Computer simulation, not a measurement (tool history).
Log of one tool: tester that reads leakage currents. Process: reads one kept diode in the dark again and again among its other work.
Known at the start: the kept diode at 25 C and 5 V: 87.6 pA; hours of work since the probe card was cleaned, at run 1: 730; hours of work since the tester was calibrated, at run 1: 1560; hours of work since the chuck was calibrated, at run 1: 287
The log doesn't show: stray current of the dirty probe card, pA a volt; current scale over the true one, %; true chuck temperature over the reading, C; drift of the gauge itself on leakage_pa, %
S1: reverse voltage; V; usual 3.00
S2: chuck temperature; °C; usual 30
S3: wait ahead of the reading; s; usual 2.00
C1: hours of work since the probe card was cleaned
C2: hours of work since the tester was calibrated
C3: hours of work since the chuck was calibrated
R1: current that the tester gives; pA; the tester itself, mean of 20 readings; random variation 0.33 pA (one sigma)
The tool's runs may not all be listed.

| run | hour | S1 | S2 | S3 | C1 | C2 | C3 | R1 |
|---|---|---|---|---|---|---|---|---|
| 1 | 0.0 | 3.00 | 30 | 2.00 | 730 | 1560 | 287 | 116.72 |
| 2 | 112.4 | 3.00 | 30 | 2.00 | 780 | 1610 | 337 | 118.24 |
| 3 | 294.9 | 3.00 | 49 | 2.00 | 861 | 1691 | 418 | 539.27 |
| 4 | 379.2 | 3.00 | 49 | 2.00 | 898 | 1729 | 456 | 543.86 |
| 5 | 535.1 | 3.00 | 30 | 0.93 | 967 | 1798 | 525 | 122.09 |
|  | 585.4 | chuck's temperature calibrated |
| 6 | 718.2 | 3.00 | 30 | 0.93 | 1048 | 1878 | 59 | 131.44 |
| 7 | 875.3 | 3.00 | 30 | 0.93 | 1118 | 1948 | 129 | 132.91 |
|  | 991.5 | chuck's temperature calibrated, once more |
| 8 | 991.5 | 2.93 | 30 | 2.00 | 1168 | 1999 | 0 | 110.77 |
| 9 | 1171.4 | 2.93 | 30 | 2.01 | 1248 | 2079 | 80 | 112.31 |
| 10 | 1363.4 | 2.93 | 30 | 2.01 | 1334 | 2164 | 165 | 114.73 |
| 11 | 1533.2 | 3.00 | 21 | 2.00 | 1409 | 2240 | 241 | 55.16 |
| 12 | 1654.2 | 3.00 | 21 | 2.00 | 1463 | 2293 | 295 | 55.64 |
| 13 | 1833.4 | 1.93 | 22 | 9.14 | 1543 | 2373 | 374 | 50.80 |
| 14 | 2003.6 | 8.53 | 30 | 2.00 | 1618 | 2449 | 450 | 190.91 |
| 15 | 2097.2 | 1.90 | 46 | 1.93 | 1660 | 2490 | 491 | 363.53 |
|  | 2214.1 | chuck's temperature calibrated |
| 16 | 2282.7 | 4.27 | 46 | 4.90 | 1742 | 2572 | 30 | 474.33 |

Forecast run 17:
| 17 | 2403.4 | 4.27 | 46 | 4.90 | 1795 | 2626 | 84 | ? |

R1: 477.75 pA
Without the tool's hidden state the same run would have given R1 464.12 pA.
